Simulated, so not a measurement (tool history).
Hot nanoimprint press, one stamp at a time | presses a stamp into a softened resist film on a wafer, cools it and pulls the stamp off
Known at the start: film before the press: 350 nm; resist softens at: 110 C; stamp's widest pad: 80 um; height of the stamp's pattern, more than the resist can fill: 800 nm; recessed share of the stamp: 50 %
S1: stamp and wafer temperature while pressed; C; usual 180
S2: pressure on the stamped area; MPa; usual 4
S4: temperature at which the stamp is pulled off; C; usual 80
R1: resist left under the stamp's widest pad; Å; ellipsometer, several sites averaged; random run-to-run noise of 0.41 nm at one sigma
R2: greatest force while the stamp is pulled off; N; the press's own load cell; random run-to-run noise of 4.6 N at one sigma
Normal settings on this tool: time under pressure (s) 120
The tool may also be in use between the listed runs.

run 1 hour=0 | S1=180 S2=4 time_under_pressure_(s)=120 S4=80 | R1=2018 R2=255
run 2 hour=17 | S1=180 S2=2.51 time_under_pressure_(s)=120 S4=80 | R1=2484 R2=254
run 3 hour=33.8 | S1=180 S2=2.51 time_under_pressure_(s)=120 S4=80 | R1=2476 R2=253
run 4 hour=52.8 | S1=180 S2=2.51 time_under_pressure_(s)=120 S4=80 | R1=2477 R2=243
run 5 hour=71.6 | S1=180 S2=2.51 time_under_pressure_(s)=70 S4=80 | R1=2756 R2=259
run 6 hour=79.9 | S1=171 S2=4 time_under_pressure_(s)=120 S4=80 | R1=2470 R2=254
run 7 hour=89.7 | S1=171 S2=4 time_under_pressure_(s)=120 S4=80 | R1=2471 R2=264
run 8 hour=106 | S1=180 S2=4 time_under_pressure_(s)=120 S4=80 | R1=2014 R2=247
run 9 hour=117.1 | S1=180 S2=4 time_under_pressure_(s)=120 S4=80 | R1=2020 R2=253
run 10 hour=135.3 | S1=180 S2=4 time_under_pressure_(s)=120 S4=80 | R1=2013 R2=256
run 11 hour=152.6 | S1=180 S2=4 time_under_pressure_(s)=120 S4=80 | R1=2003 R2=257
run 12 hour=161.7 | S1=180 S2=4 time_under_pressure_(s)=120 S4=80 | R1=2009 R2=256
run 13 hour=177.2 | S1=180 S2=4 time_under_pressure_(s)=120 S4=80 | R1=2016 R2=263
-- hour=181.3 plate thermocouple calibrated
run 14 hour=198.5 | S1=180 S2=4 time_under_pressure_(s)=120 S4=80 | R1=1999 R2=259
run 15 hour=208.7 | S1=180 S2=4 time_under_pressure_(s)=120 S4=80 | R1=2000 R2=266
run 16 hour=226.8 | S1=180 S2=4.46 time_under_pressure_(s)=120 S4=80 | R1=1887 R2=257
run 17 hour=239.2 | S1=180 S2=4 time_under_pressure_(s)=127 S4=80 | R1=1963 R2=268
run 18 hour=247.2 | S1=178 S2=3.21 time_under_pressure_(s)=119 S4=87 | R1=2321 R2=209
run 19 hour=264.6 | S1=180 S2=4 time_under_pressure_(s)=120 S4=70 | R1=1998 R2=340
-- hour=277.1 plate thermocouple calibrated, once more
run 20 hour=283.3 | S1=178 S2=2.61 time_under_pressure_(s)=68 S4=87 | R1=2819 R2=215
run 21 hour=301.6 | S1=186 S2=4 time_under_pressure_(s)=194 S4=80 | R1=1501 R2=268
run 22 hour=309.2 | S1=174 S2=2.4 time_under_pressure_(s)=120 S4=83 | R1=2788 R2=250
run 23 hour=316.9 | S1=174 S2=2.4 time_under_pressure_(s)=67 S4=80 | R1=3034 R2=280
run 24 hour=330.2 | S1=174 S2=2.4 time_under_pressure_(s)=67 S4=80 | R1=3031 R2=274
run 25 hour=345.2 | S1=191 S2=4 time_under_pressure_(s)=120 S4=83 | R1=1556 R2=245
run 26 hour=358.5 | S1=191 S2=4 time_under_pressure_(s)=91 S4=88 | R1=1698 R2=207
run 27 hour=367.9 | S1=191 S2=4 time_under_pressure_(s)=89 S4=88 | R1=1708 R2=208
run 28 hour=386.6 | S1=183 S2=4 time_under_pressure_(s)=120 S4=80 | R1=1871 R2=280
run 29 hour=402.8 | S1=183 S2=4 time_under_pressure_(s)=120 S4=80 | R1=1868 R2=282
run 30 hour=411.9 | S1=173 S2=4 time_under_pressure_(s)=61 S4=68 | R1=2725 R2=405
run 31 hour=426.4 | S1=180 S2=4.41 time_under_pressure_(s)=110 S4=80 | R1=1963 R2=281

Hidden state or all else? Some run-to-run changes of R1, split into what the settings, what came in and random variation would give without the hidden state, and what is left for the hidden state (with any gauge scatter that isn't in both results):
What the log doesn't record here: true temperature over the reading, C; pressure that arrives at the usual setting, %; grip of the stamp's worn release coat, % over a new coat's; drift of the gauge itself on residual_nm, %; drift of the gauge itself on pull_off_n, %.
Run 13 -> 14: plate thermocouple calibrated. R1 -17 Å: hidden state -13, all else -4.
Run 19 -> 20: S1 180 -> 178, S2 4 -> 2.61, time under pressure (s) 120 -> 68, S4 70 -> 87, plate thermocouple calibrated, once more. R1 +821 Å: hidden state +21, all else +800.
Run 20 -> 21: S1 178 -> 186, S2 2.61 -> 4, time under pressure (s) 68 -> 194, S4 87 -> 80. R1 -1318 Å: hidden state +5, all else -1323.
Run 21 -> 22: S1 186 -> 174, S2 4 -> 2.4, time under pressure (s) 194 -> 120, S4 80 -> 83. R1 +1287 Å: hidden state -8, all else +1295.
Run 24 -> 25: S1 174 -> 191, S2 2.4 -> 4, time under pressure (s) 67 -> 120, S4 80 -> 83. R1 -1475 Å: hidden state +7, all else -1482.
